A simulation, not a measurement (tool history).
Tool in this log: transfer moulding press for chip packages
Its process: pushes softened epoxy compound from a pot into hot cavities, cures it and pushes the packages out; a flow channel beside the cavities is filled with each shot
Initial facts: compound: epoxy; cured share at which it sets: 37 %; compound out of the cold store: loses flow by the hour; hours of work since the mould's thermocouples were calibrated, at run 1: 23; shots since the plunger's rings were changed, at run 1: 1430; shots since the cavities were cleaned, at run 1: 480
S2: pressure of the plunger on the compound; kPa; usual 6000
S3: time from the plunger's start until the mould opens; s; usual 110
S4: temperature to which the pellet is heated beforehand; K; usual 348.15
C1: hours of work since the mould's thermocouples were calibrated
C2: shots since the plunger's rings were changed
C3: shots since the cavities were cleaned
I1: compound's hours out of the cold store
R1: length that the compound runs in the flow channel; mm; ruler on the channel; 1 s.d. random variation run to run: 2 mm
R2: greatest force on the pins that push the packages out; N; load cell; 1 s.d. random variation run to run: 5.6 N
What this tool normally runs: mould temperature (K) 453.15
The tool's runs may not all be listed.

run 1 day=0.000 | mould_temperature_(K)=453.15 S2=6000 S3=110 S4=348.15 | C1=23 C2=1430 C3=480 | I1=8.3 | R1=780 R2=314
-- day=0.675 cavities cleaned with cleaning compound and waxed
run 2 day=0.842 | mould_temperature_(K)=453.15 S2=6000 S3=110 S4=348.15 | C1=33 C2=1609 C3=38 | I1=10.4 | R1=778 R2=226
run 3 day=1.788 | mould_temperature_(K)=453.15 S2=6000 S3=110 S4=348.15 | C1=46 C2=1825 C3=254 | I1=19.5 | R1=757 R2=275
run 4 day=2.883 | mould_temperature_(K)=453.15 S2=6000 S3=110 S4=352.15 | C1=61 C2=2076 C3=505 | I1=20.3 | R1=756 R2=314
-- day=3.458 cavities cleaned with cleaning compound and waxed
run 5 day=3.896 | mould_temperature_(K)=453.15 S2=7010 S3=110 S4=348.15 | C1=73 C2=2293 C3=100 | I1=32.8 | R1=788 R2=230
run 6 day=4.596 | mould_temperature_(K)=453.15 S2=6000 S3=110 S4=348.15 | C1=82 C2=2453 C3=260 | I1=16.7 | R1=759 R2=262
run 7 day=5.462 | mould_temperature_(K)=453.15 S2=6000 S3=110 S4=348.15 | C1=94 C2=2652 C3=459 | I1=39.0 | R1=720 R2=304
-- day=6.325 plunger's sealing rings changed
-- day=6.388 cavities cleaned with cleaning compound and waxed
run 8 day=6.779 | mould_temperature_(K)=453.15 S2=6000 S3=110 S4=348.15 | C1=109 C2=90 C3=90 | I1=13.7 | R1=771 R2=224
run 9 day=7.842 | mould_temperature_(K)=453.15 S2=6000 S3=110 S4=348.15 | C1=124 C2=333 C3=333 | I1=13.6 | R1=778 R2=274
run 10 day=9.046 | mould_temperature_(K)=453.15 S2=6000 S3=110 S4=348.15 | C1=140 C2=608 C3=608 | I1=11.5 | R1=779 R2=325
-- day=9.188 cavities cleaned with cleaning compound and waxed
run 11 day=9.883 | mould_temperature_(K)=453.15 S2=6000 S3=110 S4=348.15 | C1=150 C2=786 C3=159 | I1=43.5 | R1=719 R2=235
run 12 day=11.167 | mould_temperature_(K)=453.15 S2=6000 S3=110 S4=348.15 | C1=167 C2=1080 C3=453 | I1=29.6 | R1=739 R2=298
-- day=12.038 cavities cleaned with cleaning compound and waxed
run 13 day=12.062 | mould_temperature_(K)=453.15 S2=7300 S3=110 S4=348.15 | C1=178 C2=1270 C3=6 | I1=31.1 | R1=814 R2=192
run 14 day=13.329 | mould_temperature_(K)=453.15 S2=7300 S3=110 S4=348.15 | C1=195 C2=1560 C3=296 | I1=24.6 | R1=821 R2=265
run 15 day=13.904 | mould_temperature_(K)=453.15 S2=7300 S3=110 S4=348.15 | C1=203 C2=1692 C3=428 | I1=18.7 | R1=833 R2=296
run 16 day=14.467 | mould_temperature_(K)=458.15 S2=5390 S3=100 S4=351.15 | C1=210 C2=1820 C3=556 | I1=45.4 | R1=661 R2=290
-- day=14.817 cavities cleaned with cleaning compound and waxed
run 17 day=15.179 | mould_temperature_(K)=452.15 S2=5390 S3=121 S4=351.15 | C1=219 C2=1969 C3=83 | I1=13.6 | R1=728 R2=207
run 18 day=16.033 | mould_temperature_(K)=452.15 S2=5390 S3=121 S4=351.15 | C1=230 C2=2164 C3=278 | I1=29.2 | R1=704 R2=256
run 19 day=16.846 | mould_temperature_(K)=452.15 S2=5390 S3=121 S4=351.15 | C1=241 C2=2350 C3=464 | I1=22.2 | R1=708 R2=281
-- day=17.646 cavities cleaned with cleaning compound and waxed
run 20 day=17.738 | mould_temperature_(K)=447.15 S2=5390 S3=101 S4=351.15 | C1=252 C2=2540 C3=21 | I1=37.8 | R1=696 R2=273
run 21 day=18.583 | mould_temperature_(K)=458.15 S2=5390 S3=101 S4=351.15 | C1=264 C2=2733 C3=214 | I1=37.0 | R1=669 R2=248
-- day=19.008 plunger's sealing rings changed
run 22 day=19.504 | mould_temperature_(K)=458.15 S2=5390 S3=101 S4=347.15 | C1=274 C2=113 C3=401 | I1=9.8 | R1=733 R2=281
-- day=20.621 cavities cleaned with cleaning compound and waxed
run 23 day=20.646 | mould_temperature_(K)=458.15 S2=5390 S3=101 S4=347.15 | C1=289 C2=361 C3=6 | I1=14.3 | R1=722 R2=195
run 24 day=21.833 | mould_temperature_(K)=457.15 S2=5030 S3=149 S4=339.15 | C1=305 C2=632 C3=277 | I1=36.8 | R1=664 R2=247
run 25 day=22.658 | mould_temperature_(K)=457.15 S2=5030 S3=149 S4=339.15 | C1=316 C2=821 C3=466 | I1=9.6 | R1=702 R2=266
-- day=23.488 cavities cleaned with cleaning compound and waxed
run 26 day=23.962 | mould_temperature_(K)=457.15 S2=6080 S3=149 S4=339.15 | C1=332 C2=1105 C3=109 | I1=14.0 | R1=764 R2=201
run 27 day=25.171 | mould_temperature_(K)=453.15 S2=6740 S3=110 S4=354.15 | C1=348 C2=1381 C3=385 | I1=22.9 | R1=795 R2=277
-- day=26.254 cavities cleaned with cleaning compound and waxed
run 28 day=26.512 | mould_temperature_(K)=453.15 S2=6740 S3=110 S4=354.15 | C1=365 C2=1674 C3=59 | I1=20.7 | R1=800 R2=203

3 ways to go on from here, each from the tool as it stands after run 28. What would each give?
run A day=27.542 | mould_temperature_(K)=457.15 S2=5710 S3=130 S4=348.15 | C1=379 C2=1909 C3=294 | I1=14.8 | R1=? R2=?
run B day=27.542 | mould_temperature_(K)=453.15 S2=6000 S3=127 S4=348.15 | C1=379 C2=1909 C3=294 | I1=13.8 | R1=? R2=?
run C day=27.542 | mould_temperature_(K)=454.15 S2=6000 S3=110 S4=348.15 | C1=379 C2=1909 C3=294 | I1=10.7 | R1=? R2=?

run=A R1=734 R2=255
run=B R1=768 R2=253
run=C R1=773 R2=268
Had the tool no hidden state, the same runs would have come out as:
run=A R1=746 R2=186
run=B R1=780 R2=185
run=C R1=786 R2=198
